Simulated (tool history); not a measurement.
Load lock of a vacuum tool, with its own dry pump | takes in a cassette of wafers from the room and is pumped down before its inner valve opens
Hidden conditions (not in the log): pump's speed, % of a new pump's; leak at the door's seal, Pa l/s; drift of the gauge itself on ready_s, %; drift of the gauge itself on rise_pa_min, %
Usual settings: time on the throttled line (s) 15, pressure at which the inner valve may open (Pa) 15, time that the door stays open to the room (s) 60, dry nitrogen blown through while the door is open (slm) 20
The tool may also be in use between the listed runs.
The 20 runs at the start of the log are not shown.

run,hour,time on the throttled line (s),pressure at which the inner valve may open (Pa),time that the door stays open to the room (s),dry nitrogen blown through while the door is open (slm),hours that the pump has run since its overhaul,times that the door has closed on its seal,"incoming humidity of the room's air, %",time from the closed door until the inner valve may open (s),rise of the pressure with all valves shut (Pa/min)
21,2750.8,9,15,53,27,8144,24273,44.2,28.8,0.141
22,2918.1,15,24,47,20,8311,24917,44.8,32.0,0.146
23,3052.9,15,24,47,20,8446,25435,39.2,31.9,0.143
24,3201.0,15,24,47,20,8594,26005,43.4,31.9,0.155
25,3350.2,15,24,47,37,8743,26579,45.1,32.1,0.149
26,3511.0,15,24,47,37,8904,27198,44.4,31.9,0.149
27,3625.1,15,24,47,37,9018,27637,44.3,32.0,0.158
28,3808.7,15,25,60,37,9202,28344,46.7,32.2,0.166
29,3959.4,20,25,59,5,9352,28924,42.4,35.7,0.199
30,4101.6,15,22,60,10,9495,29471,46.6,32.6,0.202
31,4283.6,27,22,94,11,9677,30171,48.6,41.1,0.229
32,4422.0,22,22,151,11,9815,30704,43.0,37.6,0.254
33,4598.6,22,22,151,11,9992,31383,45.6,37.8,0.261
34,4718.1,12,24,158,20,10111,31843,46.5,30.1,0.251
35,4903.7,12,24,158,20,10297,32557,45.0,30.0,0.250
36,5075.4,8,15,60,12,10468,33218,42.2,28.1,0.214

Each row is a separate what-if for the run after 36, all from the same tool condition, not one after another. Results?
A,5219.9,15,15,58,20,10613,33774,45.4,?,?
B,5219.9,15,15,60,23,10613,33774,45.8,?,?
C,5219.9,15,23,60,20,10613,33774,46.3,?,?

run,time from the closed door until the inner valve may open (s),rise of the pressure with all valves shut (Pa/min)
A,33.6,0.210
B,33.5,0.204
C,32.1,0.212
Stripped of hidden state, with their random variation kept, the same runs would have yielded:
run,time from the closed door until the inner valve may open (s),rise of the pressure with all valves shut (Pa/min)
A,32.3,0.057
B,32.2,0.051
C,30.9,0.059

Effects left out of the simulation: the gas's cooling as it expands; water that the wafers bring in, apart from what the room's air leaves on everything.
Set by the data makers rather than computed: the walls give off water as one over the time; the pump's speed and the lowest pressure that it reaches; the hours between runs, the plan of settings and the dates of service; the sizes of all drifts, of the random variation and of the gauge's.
